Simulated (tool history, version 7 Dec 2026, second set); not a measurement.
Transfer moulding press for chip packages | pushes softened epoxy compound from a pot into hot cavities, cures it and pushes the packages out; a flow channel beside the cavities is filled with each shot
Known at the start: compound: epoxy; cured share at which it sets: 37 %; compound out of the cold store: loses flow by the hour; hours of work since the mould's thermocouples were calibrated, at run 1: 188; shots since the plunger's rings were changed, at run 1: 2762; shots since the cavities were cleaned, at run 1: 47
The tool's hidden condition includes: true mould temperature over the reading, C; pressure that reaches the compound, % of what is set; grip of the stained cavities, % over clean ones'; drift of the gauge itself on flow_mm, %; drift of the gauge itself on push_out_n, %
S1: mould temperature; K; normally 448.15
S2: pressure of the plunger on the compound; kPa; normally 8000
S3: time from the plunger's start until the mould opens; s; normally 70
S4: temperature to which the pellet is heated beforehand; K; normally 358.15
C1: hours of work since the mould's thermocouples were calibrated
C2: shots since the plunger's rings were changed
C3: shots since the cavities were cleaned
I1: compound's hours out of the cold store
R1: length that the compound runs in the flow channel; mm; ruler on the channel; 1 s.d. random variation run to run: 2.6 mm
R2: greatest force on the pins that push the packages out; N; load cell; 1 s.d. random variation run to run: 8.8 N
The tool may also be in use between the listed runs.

Run 1, hour 0.0: usual settings; C1 188; C2 2762; C3 47; I1 32.7. Result: R1 957 mm, R2 385 N.
Run 2, hour 14.5: usual settings; C1 199; C2 3016; C3 301; I1 42.5. Result: R1 924 mm, R2 380 N.
Run 3, hour 26.7: usual settings; C1 207; C2 3229; C3 514; I1 44.8. Result: R1 920 mm, R2 379 N.
At hour 36.1: cavities cleaned with cleaning compound and waxed.
Run 4, hour 42.8: usual settings; C1 218; C2 3483; C3 117; I1 24.6. Result: R1 981 mm, R2 398 N.
Run 5, hour 52.7: usual settings; C1 225; C2 3656; C3 290; I1 12.6. Result: R1 1027 mm, R2 398 N.
Run 6, hour 62.4: usual settings; C1 232; C2 3826; C3 460; I1 21.0. Result: R1 998 mm, R2 396 N.
At hour 74.5: cavities cleaned with cleaning compound and waxed.
Run 7, hour 77.8: usual settings but S4 362.15 K; C1 242; C2 4070; C3 58; I1 16.8. Result: R1 1017 mm, R2 382 N.
Run 8, hour 86.4: usual settings; C1 248; C2 4220; C3 208; I1 40.4. Result: R1 932 mm, R2 359 N.
Run 9, hour 94.1: usual settings; C1 254; C2 4355; C3 343; I1 15.7. Result: R1 1016 mm, R2 410 N.
Run 10, hour 109.5: usual settings; C1 265; C2 4624; C3 612; I1 42.8. Result: R1 923 mm, R2 382 N.
At hour 113.2: cavities cleaned with cleaning compound and waxed.
Run 11, hour 121.4: usual settings; C1 272; C2 4805; C3 144; I1 44.0. Result: R1 923 mm, R2 379 N.
Run 12, hour 133.9: usual settings but S2 8940 kPa; C1 282; C2 5023; C3 362; I1 22.8. Result: R1 1053 mm, R2 384 N.
Run 13, hour 140.6: usual settings but S4 362.15 K; C1 286; C2 5140; C3 479; I1 16.6. Result: R1 1012 mm, R2 394 N.
At hour 152.4: cavities cleaned with cleaning compound and waxed.
Run 14, hour 153.0: usual settings but S4 362.15 K; C1 294; C2 5330; C3 11; I1 12.1. Result: R1 1033 mm, R2 413 N.
Run 15, hour 165.2: usual settings but S2 8170 kPa, S4 366.15 K; C1 303; C2 5544; C3 225; I1 11.3. Result: R1 1041 mm, R2 424 N.
Run 16, hour 176.4: usual settings but S1 450.15 K, S3 61 s; C1 311; C2 5739; C3 420; I1 47.7. Result: R1 900 mm, R2 458 N.
Run 17, hour 186.4: usual settings but S1 450.15 K, S3 61 s; C1 318; C2 5913; C3 594; I1 22.8. Result: R1 987 mm, R2 486 N.
At hour 189.6: plunger's sealing rings changed.
At hour 194.0: cavities cleaned with cleaning compound and waxed.
Run 18, hour 204.1: usual settings but S3 55 s, S4 364.15 K; C1 328; C2 227; C3 178; I1 26.1. Result: R1 980 mm, R2 708 N.
Run 19, hour 212.5: usual settings but S3 55 s, S4 364.15 K; C1 334; C2 373; C3 324; I1 41.2. Result: R1 928 mm, R2 656 N.
Run 20, hour 224.5: usual settings but S3 55 s, S4 364.15 K; C1 343; C2 583; C3 534; I1 26.7. Result: R1 977 mm, R2 711 N.
At hour 232.1: cavities cleaned with cleaning compound and waxed.
Run 21, hour 240.2: usual settings but S1 442.15 K, S2 8050 kPa, S3 55 s, S4 364.15 K; C1 353; C2 831; C3 142; I1 28.5. Result: R1 994 mm, R2 934 N.
Run 22, hour 247.0: usual settings but S1 449.15 K, S2 8780 kPa, S4 352.15 K; C1 358; C2 949; C3 260; I1 38.2. Result: R1 981 mm, R2 385 N.
Run 23, hour 256.8: usual settings but S1 441.15 K, S4 354.15 K; C1 365; C2 1120; C3 431; I1 8.4. Result: R1 1064 mm, R2 681 N.
Run 24, hour 264.9: usual settings but S1 441.15 K, S4 354.15 K; C1 371; C2 1262; C3 573; I1 16.9. Result: R1 1027 mm, R2 672 N.
At hour 271.2: cavities cleaned with cleaning compound and waxed.
Run 25, hour 275.2: usual settings but S1 441.15 K, S4 354.15 K; C1 377; C2 1417; C3 71; I1 40.0. Result: R1 954 mm, R2 618 N.
Run 26, hour 289.9: usual settings but S1 441.15 K, S4 356.15 K; C1 388; C2 1672; C3 326; I1 31.0. Result: R1 982 mm, R2 631 N.
Run 27, hour 298.5: usual settings but S1 451.15 K, S4 364.15 K; C1 394; C2 1823; C3 477; I1 45.8. Result: R1 907 mm, R2 314 N.
At hour 309.6: cavities cleaned with cleaning compound and waxed.
Run 28, hour 314.8: usual settings but S1 450.15 K, S2 6790 kPa, S4 350.15 K; C1 405; C2 2082; C3 91; I1 40.4. Result: R1 856 mm, R2 345 N.

Consider 4 possible next runs. They are alternatives, not a sequence: every one starts from the tool as it was left by run 28. What does each give?
Run A, hour 326.8: usual settings but S1 456.15 K, S2 9700 kPa, S3 96 s; C1 413; C2 2291; C3 300; I1 13.7. Result: R1 ?, R2 ?.
Run B, hour 326.8: usual settings but S1 450.15 K, S2 6730 kPa, S4 350.15 K; C1 413; C2 2291; C3 300; I1 41.3. Result: R1 ?, R2 ?.
Run C, hour 326.8: usual settings but S3 72 s; C1 413; C2 2291; C3 300; I1 21.5. Result: R1 ?, R2 ?.
Run D, hour 326.8: usual settings but S3 95 s, S4 350.15 K; C1 413; C2 2291; C3 300; I1 17.4. Result: R1 ?, R2 ?.

run    R1   R2
  A  1104  222
  B   852  340
  C   995  370
  D  1013  246
What these runs would have given with no unlogged condition in the tool:
run    R1   R2
  A  1104  221
  B   853  338
  C   996  369
  D  1013  245
